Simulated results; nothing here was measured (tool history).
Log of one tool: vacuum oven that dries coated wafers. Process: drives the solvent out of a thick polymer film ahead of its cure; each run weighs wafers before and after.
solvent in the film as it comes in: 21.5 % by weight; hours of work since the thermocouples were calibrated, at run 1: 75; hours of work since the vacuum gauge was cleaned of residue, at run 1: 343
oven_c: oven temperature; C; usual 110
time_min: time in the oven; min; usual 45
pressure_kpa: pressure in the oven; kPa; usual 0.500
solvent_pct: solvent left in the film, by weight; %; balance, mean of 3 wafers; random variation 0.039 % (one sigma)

run   hour  oven_c  time_min  pressure_kpa  hours of work since the thermocouples were calibrated  hours of work since the vacuum gauge was cleaned of residue  solvent_pct
  1    0.0     110        45         0.500                                                     75                                                          343         1.70
  2   12.7     110        45         0.500                                                     85                                                          353         1.69
  3   31.4     110        34         0.500                                                     99                                                          367         2.49
  4   47.3     100        45         0.500                                                    111                                                          379         4.74
  5   56.6     100        45         0.500                                                    119                                                          387         4.65
  6   71.0     110        45         0.771                                                    130                                                          398         2.20
  7   91.8     110        45         0.771                                                    146                                                          414         2.22
  8  105.0     110        45         0.771                                                    156                                                          424         2.25
  9  115.8     110        53         0.500                                                    164                                                          432         1.48
 10  126.8      97        53         0.500                                                    172                                                          440         4.94
 11  143.0      97        53         0.500                                                    185                                                          453         5.07
 12  161.8     103        53         0.500                                                    199                                                          467         2.84
 13  177.6     112        45         0.500                                                    211                                                          479         1.38
 14  198.2     112        45         0.500                                                    227                                                          495         1.40
 15  209.3     112        45         0.500                                                    236                                                          504         1.44
 16  218.2     112        45         0.500                                                    243                                                          510         1.40
 17  237.7     110        45         0.302                                                    257                                                          525         1.35
 18  253.7     110        26         0.500                                                    270                                                          538         3.41
 19  268.1     110        26         0.500                                                    281                                                          549         3.44
 20  286.0     110        45         0.822                                                    295                                                          563         2.38
 21  304.9     110        45         0.500                                                    309                                                          577         1.72
 22  324.3     110        45         0.360                                                    324                                                          592         1.45
 23  336.9     110        45         0.360                                                    334                                                          602         1.41
 24  351.9     110        45         0.360                                                    345                                                          613         1.48
 25  360.7     120        40         0.500                                                    352                                                          620         0.93
 26  375.2     120        40         0.500                                                    363                                                          631         0.93
 27  391.1     111        40         1.478                                                    375                                                          643         3.50
 28  408.1     108        64         0.316                                                    388                                                          656         1.06
 29  417.5     110        28         1.082                                                    395                                                          663         4.08
 30  435.8     120        30         0.362                                                    410                                                          677         0.90
 31  453.0     120        30         0.362                                                    423                                                          691         0.88
 32  464.2      95        59         1.162                                                    431                                                          699         6.92
 33  480.8     101        28         0.386                                                    444                                                          712         6.41
 34  494.2     101        57         0.386                                                    454                                                          722         2.82
 35  504.1     101        57         0.386                                                    462                                                          730         2.84
 36  524.0     101        57         0.386                                                    477                                                          745         2.78
 37  537.4     111        59         0.605                                                    487                                                          755         1.43
 38  548.1     111        59         0.605                                                    496                                                          764         1.43
 39  563.9     123        33         1.931                                                    508                                                          776         2.59
 40  579.2     123        33         1.931                                                    520                                                          787         2.51
 41  593.3     123        33         1.931                                                    530                                                          798         2.59
 42  609.7     110        45         1.618                                                    543                                                          811         3.76
 43  628.8     110        45         1.618                                                    558                                                          825         3.85
 44  648.2     105        45         0.500                                                    573                                                          840         2.72
 45  663.9     105        45         0.500                                                    585                                                          852         2.76
 46  678.6     105        45         0.500                                                    596                                                          864         2.65
 47  687.9     105        24         0.500                                                    603                                                          871         5.64

Measured less the same run without the tool's hidden state. The same run-to-run variation is in both; the gauge's scatter may not be:
The hidden state here: true wafer temperature over the reading, C; true pressure over the reading, kPa; drift of the gauge itself on solvent_pct, %.
run  solvent_pct
  1        +0.11
  2        +0.11
  3        +0.10
  4        +0.11
  5        +0.11
  6        +0.10
  7        +0.10
  8        +0.10
  9        +0.12
 10        +0.09
 11        +0.08
 12        +0.09
 13        +0.10
 14        +0.10
 15        +0.11
 16        +0.10
 17        +0.10
 18        +0.00
 19        -0.01
 20        +0.09
 21        +0.10
 22        +0.10
 23        +0.10
 24        +0.10
 25        +0.12
 26        +0.12
 27        +0.04
 28        +0.15
 29        -0.06
 30        +0.10
 31        +0.09
 32        -0.05
 33        -0.14
 34        +0.03
 35        +0.03
 36        +0.03
 37        +0.16
 38        +0.16
 39        +0.07
 40        +0.07
 41        +0.07
 42        +0.02
 43        +0.03
 44        -0.02
 45        -0.02
 46        -0.02
 47        -0.26
